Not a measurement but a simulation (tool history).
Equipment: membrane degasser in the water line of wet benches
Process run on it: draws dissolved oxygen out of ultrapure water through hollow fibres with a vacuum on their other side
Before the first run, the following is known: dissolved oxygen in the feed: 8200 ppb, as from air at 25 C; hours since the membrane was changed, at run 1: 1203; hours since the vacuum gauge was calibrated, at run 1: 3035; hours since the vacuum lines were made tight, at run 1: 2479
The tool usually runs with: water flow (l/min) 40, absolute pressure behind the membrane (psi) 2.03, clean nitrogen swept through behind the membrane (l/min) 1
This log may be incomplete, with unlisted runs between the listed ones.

run    hour  water flow (l/min)  absolute pressure behind the membrane (psi)  clean nitrogen swept through behind the membrane (l/min)  hours since the membrane was changed  hours since the vacuum gauge was calibrated  hours since the vacuum lines were made tight  dissolved oxygen in the water behind the degasser (ppb)  pressure that the water loses in the fibres (psi)
  1       0                  40                                         2.03                                                         1                                  1203                                         3035                                          2479                                                   1075.6                                              9.336
  2    72.9                  40                                         2.03                                                         1                                  1276                                         3108                                          2552                                                   1079.1                                              9.345
  3   131.3                  40                                         2.03                                                      0.51                                  1335                                         3166                                          2610                                                   1523.7                                               9.33
  4   194.5                  40                                         2.03                                                         1                                  1398                                         3230                                          2673                                                   1086.6                                              9.372
  5   297.7                  40                                         2.03                                                         1                                  1501                                         3333                                          2777                                                   1078.6                                              9.332
  6   383.9                  40                                         2.03                                                         1                                  1587                                         3419                                          2863                                                   1101.9                                              9.384
  7   453.3                  40                                         4.34                                                         1                                  1657                                         3488                                          2932                                                   2008.8                                               9.42
  8   571.5                  40                                         4.34                                                         1                                  1775                                         3607                                          3050                                                   2009.9                                              9.249
  9   705.1                  40                                         5.03                                                         1                                  1908                                         3740                                          3184                                                     2244                                               9.43
 10   786.7                  40                                         5.03                                                         1                                  1990                                         3822                                          3266                                                   2211.4                                               9.41
      793.3  -- vacuum gauge calibrated
 11   889.4                  40                                         5.03                                                         1                                  2092                                           96                                          3368                                                   2202.3                                              9.432
 12   965.9                  40                                         5.03                                                         1                                  2169                                          173                                          3444                                                   2266.1                                              9.446
 13  1093.3                  40                                         2.03                                                         1                                  2296                                          300                                          3572                                                   1070.8                                              9.462
 14  1217.4                  40                                         2.03                                                         1                                  2420                                          424                                          3696                                                   1091.1                                              9.441
 15  1292.8                  40                                         2.03                                                         1                                  2496                                          499                                          3771                                                   1082.1                                              9.461
 16  1388.5                  40                                         2.03                                                         1                                  2591                                          595                                          3867                                                   1082.2                                              9.484
 17  1458.1                  34                                         1.35                                                      2.23                                  2661                                          665                                          3936                                                    433.7                                              8.083
 18  1596.8                  40                                         2.38                                                      2.12                                  2800                                          803                                          4075                                                    852.4                                              9.487
 19  1677.5                  40                                         2.03                                                      0.54                                  2880                                          884                                          4156                                                   1463.5                                              9.509
 20  1815.5                  50                                         2.03                                                      0.78                                  3018                                         1022                                          4294                                                   1560.8                                              11.91
 21  1874.8                  40                                         3.58                                                      1.64                                  3078                                         1081                                          4353                                                   1304.4                                              9.548
 22  2012.8                  40                                         3.58                                                       1.2                                  3215                                         1219                                          4491                                                   1557.5                                              9.499
 23  2121.5                  27                                         3.58                                                       1.2                                  3324                                         1328                                          4600                                                   1067.2                                              6.441
 24  2187.2                  27                                         3.58                                                       1.2                                  3390                                         1394                                          4665                                                   1052.4                                              6.451
 25  2247.4                  30                                         1.84                                                      0.76                                  3450                                         1454                                          4726                                                    858.7                                              7.205
 26  2346.1                  64                                         4.19                                                      1.46                                  3549                                         1553                                          4824                                                   2406.8                                             15.283
 27  2421.2                  64                                         4.19                                                      1.46                                  3624                                         1628                                          4899                                                   2410.8                                             15.316
 28  2514.1                  40                                         1.54                                                      1.68                                  3717                                         1721                                          4992                                                    713.5                                              9.596
 29  2636.3                  61                                         2.05                                                      0.56                                  3839                                         1843                                          5115                                                   2155.9                                             14.662
 30  2739.2                  62                                         1.36                                                      1.09                                  3942                                         1946                                          5218                                                   1419.7                                             14.785
 31  2842.2                  40                                         2.03                                                         1                                  4045                                         2049                                          5321                                                   1097.4                                              9.607
 32  2971.8                  40                                         1.33                                                         1                                  4175                                         2178                                          5450                                                    794.3                                              9.613

Hidden state at the last listed run before each entry between runs and at the first one after, where it differs:
Between runs 10 and 11: vacuum gauge calibrated (hour 793.3)
  membrane still open, %: 98.1 -> 98; true pressure behind the membrane over the reading, kPa: 0.16 -> 0.02; air that leaks in behind the membrane, l/min: 0.0129 -> 0.0132
  measured result minus the result with no hidden state, dissolved oxygen in the water behind the degasser (ppb): +24.7 -> +18.7; pressure that the water loses in the fibres (psi): +0.183 -> +0.191
